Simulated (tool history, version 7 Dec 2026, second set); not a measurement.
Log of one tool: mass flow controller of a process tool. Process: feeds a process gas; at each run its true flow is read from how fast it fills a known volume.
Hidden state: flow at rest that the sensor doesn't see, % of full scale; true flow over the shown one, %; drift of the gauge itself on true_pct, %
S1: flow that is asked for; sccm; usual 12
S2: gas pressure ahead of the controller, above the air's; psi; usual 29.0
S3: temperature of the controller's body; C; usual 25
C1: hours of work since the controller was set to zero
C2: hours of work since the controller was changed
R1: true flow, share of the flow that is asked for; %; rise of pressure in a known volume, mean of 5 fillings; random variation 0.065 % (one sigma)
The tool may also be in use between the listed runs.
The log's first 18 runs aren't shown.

run    hour  S1    S2  S3    C1    C2      R1
 19   998.8   3  32.2  25  6150  6150   96.70
 20  1071.4  20  27.8  26  6202  6202  100.49
 21  1126.1   5  29.0  25  6241  6241   97.75
 22  1169.6   5  29.0  25  6273  6273   97.68
 23  1247.8   5  29.0  25  6329  6329   97.82
     1255.4  -- controller's zero set anew
 24  1325.6   6  29.0  25    51  6385   97.54
 25  1407.3  15  23.8  35   110  6444  100.07
 26  1478.8  16  23.1  29   161  6496  100.08
     1493.7  -- controller's zero set anew, once more
 27  1547.6  16  32.6  37    39  6545  100.73
 28  1624.9  12  25.7  26    95  6601  100.05
 29  1675.0  11  23.9  23   131  6637   99.70
 30  1735.9  11  23.9  23   175  6681   99.85
 31  1785.7  18  30.2  22   211  6717  100.50
 32  1867.9   4  31.0  28   270  6776   98.81

5 ways to go on from here, each from the tool as it stands after run 32. What would each give?
  A  1918.0  16  27.4  29  306  6812   ?
  B  1918.0  12  26.3  25  306  6812   ?
  C  1918.0   6  35.4  23  306  6812   ?
  D  1918.0  15  31.0  28  306  6812   ?
  E  1918.0  12  38.1  35  306  6812   ?

run      R1
  A  100.50
  B   99.97
  C   98.78
  D  100.25
  E  100.04
Without the tool's hidden state the same runs would have given:
run     R1
  A  99.71
  B  99.20
  C  98.06
  D  99.47
  E  99.26

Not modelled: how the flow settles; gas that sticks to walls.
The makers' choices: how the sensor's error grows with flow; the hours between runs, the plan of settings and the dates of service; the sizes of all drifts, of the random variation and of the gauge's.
